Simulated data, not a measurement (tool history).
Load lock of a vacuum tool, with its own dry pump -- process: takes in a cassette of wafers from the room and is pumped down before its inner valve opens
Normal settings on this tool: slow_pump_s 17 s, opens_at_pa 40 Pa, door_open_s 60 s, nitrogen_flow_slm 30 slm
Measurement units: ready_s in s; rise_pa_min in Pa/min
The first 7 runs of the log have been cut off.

run    hour  slow_pump_s  opens_at_pa  door_open_s  nitrogen_flow_slm  incoming humidity of the room's air, %  ready_s  rise_pa_min
  8  1243.4           17           36           60                 30                                    44.4     34.2        0.038
  9  1376.2           17           36           60                 30                                    46.6     34.9         0.04
 10  1523.5           17           40           54                 30                                    47.2     34.5        0.036
 11  1711.7           17           40           54                 30                                    46.1     34.2        0.035
 12  1927.4           17           40           60                 30                                    45.4     34.8        0.046
 13  2025.4           17           40           60                 30                                    47.7     34.6        0.044
 14  2148.5           17           40           60                 30                                    45.2     33.8        0.038
 15  2250.6           17           40           60                 30                                    44.5     33.8         0.04
 16  2388.8           17           32           60                 30                                    44.3     35.6         0.04
 17  2508.1           23           40           60                 30                                    42.2     39.4        0.039
 18  2706.4           23           40           60                 30                                    42.8     38.8        0.039
 19  2814.5           23           40           60                 30                                    44.9     38.8         0.04
 20  3034.4            8           40           60                 27                                    50.5     27.2        0.042
 21  3137.6           29           57           96                  6                                    46.8     42.9         0.09
 22  3249.3           29           57           96                  6                                    43.2     41.8        0.082
 23  3474.4           13           38           85                  6                                    45.8     31.4        0.077
 24  3629.1           15           38          112                  7                                    45.2     32.8        0.086
 25  3734.7           15           38          112                  7                                    42.3       33        0.083
 26  3950.7           17           40           56                 28                                    46.1     34.8        0.037
 27    4147           17           29           56                 28                                    41.8     34.7        0.038
 28  4351.1           27           53           51                  7                                    45.9     40.9        0.056
 29  4526.9           17           40           60                  6                                    44.1       34        0.058

Expected results for the next run?
 30  4644.6           10           40           60                 30                                    49.6        ?            ?

Run 30 measured ready_s 29.3 s, rise_pa_min 0.041 Pa/min.
Without the tool's hidden state the same run would have given ready_s 29.3 s, rise_pa_min 0.041 Pa/min.
